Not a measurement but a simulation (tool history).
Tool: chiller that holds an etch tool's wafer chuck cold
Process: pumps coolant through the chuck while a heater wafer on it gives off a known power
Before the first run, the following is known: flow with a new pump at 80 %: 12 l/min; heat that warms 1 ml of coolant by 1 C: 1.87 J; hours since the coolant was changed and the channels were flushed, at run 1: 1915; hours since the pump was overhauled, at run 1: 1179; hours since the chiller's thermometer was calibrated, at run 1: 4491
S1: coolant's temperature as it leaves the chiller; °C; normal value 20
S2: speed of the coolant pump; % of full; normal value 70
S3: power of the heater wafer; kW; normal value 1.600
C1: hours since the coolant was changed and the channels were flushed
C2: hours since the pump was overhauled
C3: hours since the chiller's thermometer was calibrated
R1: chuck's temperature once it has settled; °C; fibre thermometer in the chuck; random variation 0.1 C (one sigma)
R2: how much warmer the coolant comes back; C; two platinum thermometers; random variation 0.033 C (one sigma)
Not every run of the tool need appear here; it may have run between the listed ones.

Run 1, hour 0.0: usual settings; C1 1915; C2 1179; C3 4491. Result: R1 37.5 °C, R2 4.98 C.
Run 2, hour 34.2: usual settings but S2 63 % of full; C1 1949; C2 1213; C3 4526. Result: R1 39.0 °C, R2 5.52 C.
Run 3, hour 63.2: usual settings but S2 63 % of full; C1 1978; C2 1242; C3 4555. Result: R1 39.0 °C, R2 5.42 C.
Run 4, hour 94.7: usual settings but S2 63 % of full; C1 2009; C2 1273; C3 4586. Result: R1 39.0 °C, R2 5.42 C.
Run 5, hour 119.5: usual settings but S2 63 % of full; C1 2034; C2 1298; C3 4611. Result: R1 38.9 °C, R2 5.49 C.
Run 6, hour 147.2: usual settings but S2 63 % of full; C1 2062; C2 1326; C3 4639. Result: R1 39.0 °C, R2 5.49 C.
Run 7, hour 171.1: usual settings but S2 63 % of full; C1 2086; C2 1350; C3 4663. Result: R1 39.0 °C, R2 5.59 C.
Run 8, hour 189.0: usual settings; C1 2104; C2 1368; C3 4680. Result: R1 37.5 °C, R2 4.92 C.
Run 9, hour 207.0: usual settings; C1 2122; C2 1386; C3 4698. Result: R1 37.4 °C, R2 4.93 C.
Run 10, hour 243.2: usual settings; C1 2158; C2 1422; C3 4735. Result: R1 37.4 °C, R2 4.96 C.
At hour 246.9: chiller's thermometer calibrated.
Run 11, hour 266.0: usual settings; C1 2180; C2 1444; C3 19. Result: R1 37.5 °C, R2 4.99 C.
Run 12, hour 295.9: usual settings; C1 2210; C2 1474; C3 49. Result: R1 37.5 °C, R2 4.94 C.
Run 13, hour 311.8: usual settings but S1 11 °C, S2 76 % of full, S3 1.083 kW; C1 2226; C2 1489; C3 65. Result: R1 21.9 °C, R2 3.17 C.
Run 14, hour 334.6: usual settings but S1 11 °C, S2 76 % of full, S3 1.083 kW; C1 2248; C2 1512; C3 88. Result: R1 22.1 °C, R2 3.15 C.
Run 15, hour 362.4: usual settings but S1 15 °C, S2 63 % of full, S3 2.376 kW; C1 2276; C2 1540; C3 115. Result: R1 43.1 °C, R2 8.19 C.

Each row is a separate what-if for the run after 15, all from the same tool condition, not one after another. Results?
Run A, hour 378.6: usual settings but S1 15 °C, S2 82 % of full, S3 1.497 kW; C1 2292; C2 1556; C3 132. Result: R1 ?, R2 ?.
Run B, hour 378.6: usual settings but S1 15 °C, S3 2.376 kW; C1 2292; C2 1556; C3 132. Result: R1 ?, R2 ?.
Run C, hour 378.6: usual settings but S1 11 °C, S2 63 % of full, S3 1.967 kW; C1 2292; C2 1556; C3 132. Result: R1 ?, R2 ?.

run    R1    R2
  A  29.5  4.04
  B  40.8  7.38
  C  34.3  6.88
Stripped of hidden state, with their random variation kept, the same runs would have yielded:
run    R1    R2
  A  29.5  3.92
  B  40.8  7.26
  C  34.3  6.77

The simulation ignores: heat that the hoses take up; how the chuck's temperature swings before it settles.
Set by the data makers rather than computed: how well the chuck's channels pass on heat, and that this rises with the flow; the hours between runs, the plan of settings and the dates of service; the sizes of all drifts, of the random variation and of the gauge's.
